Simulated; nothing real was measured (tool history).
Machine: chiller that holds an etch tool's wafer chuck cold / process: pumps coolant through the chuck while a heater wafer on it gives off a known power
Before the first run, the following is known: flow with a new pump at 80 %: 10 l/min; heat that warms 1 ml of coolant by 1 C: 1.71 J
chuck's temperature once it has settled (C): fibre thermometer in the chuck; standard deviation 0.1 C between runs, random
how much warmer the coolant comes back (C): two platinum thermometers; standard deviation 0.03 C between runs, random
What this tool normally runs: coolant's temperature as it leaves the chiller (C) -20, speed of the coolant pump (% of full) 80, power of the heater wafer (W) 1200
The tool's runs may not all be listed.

run	day	coolant's temperature as it leaves the chiller (C)	speed of the coolant pump (% of full)	power of the heater wafer (W)	chuck's temperature once it has settled (C)	how much warmer the coolant comes back (C)
1	0	-20	80	1200	-10.9	4.18
# day 0.562: coolant changed, channels flushed
2	2.883	-20	80	1200	-11.1	4.17
3	5.375	-20	80	1200	-10.8	4.26
4	8.162	-20	78	1200	-10.6	4.27
5	11.296	-20	78	1200	-10.9	4.27
6	13.583	-20	78	1200	-10.8	4.24
7	15.138	-20	78	1200	-10.9	4.28
8	16.538	-20	80	1200	-11	4.13
9	18.917	-20	80	1200	-11.1	4.08
10	20.504	-20	80	1200	-11	4.09
11	22.567	-20	80	1200	-11.2	4.09
12	24.288	-20	80	1200	-11	4.12
13	27.354	-20	80	1171	-11.4	3.99
14	28.946	-20	80	1200	-10.8	4.09
15	31.942	-20	80	1200	-11	4.04
16	34.812	-20	80	1200	-10.9	4.06
17	36.275	-29	66	623	-23.7	2.5
18	38.312	-25	65	1200	-14.6	5.06
19	40.633	-25	65	1200	-14.5	5.08
20	43.7	-25	65	1200	-14.3	5.03
21	45.583	-17	84	657	-12.2	2
22	47.658	-13	98	1446	-3.5	3.84
23	49.071	-19	67	785	-12.3	3.1
24	50.762	-19	71	785	-12.5	2.9
25	52.908	-13	91	957	-6.5	2.67
26	55.375	-23	91	750	-18	2.06
27	58.321	-14	87	662	-9.3	1.81
28	61.333	-14	87	662	-9.5	1.88
29	64.404	-14	87	662	-9.4	1.85
30	66.725	-14	87	662	-9.4	1.8
31	69.15	-27	87	790	-21.3	2.21
32	71.433	-27	87	790	-21.3	2.18

For some of the steps in how much warmer the coolant comes back (C) from one run to the next: how much would appear even if the tool had no hidden state, given the settings, what came in and random variation, and how much remains for the hidden state plus any gauge scatter that the measured result and the result without hidden state don't share?
What the log doesn't record here: heat passed by the chuck's channels, % of clean ones'; flow at a given pump speed, % of a new pump's; coolant's true temperature over the reading, C; drift of the gauge itself on chuck_c, C; drift of the gauge itself on warmer_back_c, C.
Run 3 -> 4: speed of the coolant pump (% of full) 80 -> 78. how much warmer the coolant comes back (C) +0.01: hidden state -0.02, all else +0.03.
Run 8 -> 9: no setting changed, nothing entered. how much warmer the coolant comes back (C) -0.05: hidden state -0.02, all else -0.03.
Run 10 -> 11: no setting changed, nothing entered. how much warmer the coolant comes back (C) +0: hidden state -0.02, all else +0.02.
Run 17 -> 18: coolant's temperature as it leaves the chiller (C) -29 -> -25, speed of the coolant pump (% of full) 66 -> 65, power of the heater wafer (W) 623 -> 1200. how much warmer the coolant comes back (C) +2.56: hidden state -0.01, all else +2.57.
Run 20 -> 21: coolant's temperature as it leaves the chiller (C) -25 -> -17, speed of the coolant pump (% of full) 65 -> 84, power of the heater wafer (W) 1200 -> 657. how much warmer the coolant comes back (C) -3.03: hidden state -0.02, all else -3.01.
Run 21 -> 22: coolant's temperature as it leaves the chiller (C) -17 -> -13, speed of the coolant pump (% of full) 84 -> 98, power of the heater wafer (W) 657 -> 1446. how much warmer the coolant comes back (C) +1.84: hidden state +0, all else +1.84.
